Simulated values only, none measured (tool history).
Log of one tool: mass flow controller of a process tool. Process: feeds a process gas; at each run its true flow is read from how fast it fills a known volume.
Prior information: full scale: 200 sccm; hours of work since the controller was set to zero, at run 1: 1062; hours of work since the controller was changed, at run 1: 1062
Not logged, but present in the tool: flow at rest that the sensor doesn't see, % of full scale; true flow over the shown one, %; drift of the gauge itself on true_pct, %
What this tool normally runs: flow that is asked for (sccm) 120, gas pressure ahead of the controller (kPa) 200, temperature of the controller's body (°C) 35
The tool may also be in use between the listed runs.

run	hour	flow that is asked for (sccm)	gas pressure ahead of the controller (kPa)	temperature of the controller's body (°C)	hours of work since the controller was set to zero	hours of work since the controller was changed	true flow (%)
1	0.0	120	200	35	1062	1062	99.38
2	38.4	32	200	35	1088	1088	98.32
3	72.0	120	200	35	1110	1110	99.52
4	143.5	29	200	35	1158	1158	98.58
5	206.0	29	200	35	1199	1199	98.84
6	244.7	29	200	35	1225	1225	98.95
7	291.5	29	200	35	1256	1256	99.04
8	323.0	29	200	35	1277	1277	99.15
9	373.7	29	200	35	1310	1310	99.37
10	421.3	29	200	35	1342	1342	99.47
11	493.6	68	200	30	1390	1390	99.87
12	535.9	120	200	32	1418	1418	100.82
13	613.5	120	200	32	1469	1469	101.12
14	670.2	22	200	26	1507	1507	99.58
15	737.0	22	200	26	1551	1551	99.80
16	775.0	72	200	26	1576	1576	100.71
17	826.1	72	200	26	1610	1610	100.86
18	858.1	72	200	37	1632	1632	101.36
19	926.4	72	150	24	1677	1677	101.30

For each run, the measured value with the value that run would have given without the tool's hidden condition subtracted. The run-to-run variation is shared by both, the gauge scatter possibly not:
run	true flow (%)
1	-0.01
2	+0.11
3	+0.21
4	+0.41
5	+0.59
6	+0.70
7	+0.84
8	+0.93
9	+1.07
10	+1.22
11	+1.43
12	+1.57
13	+1.79
14	+1.93
15	+2.11
16	+2.25
17	+2.40
18	+2.50
19	+2.69

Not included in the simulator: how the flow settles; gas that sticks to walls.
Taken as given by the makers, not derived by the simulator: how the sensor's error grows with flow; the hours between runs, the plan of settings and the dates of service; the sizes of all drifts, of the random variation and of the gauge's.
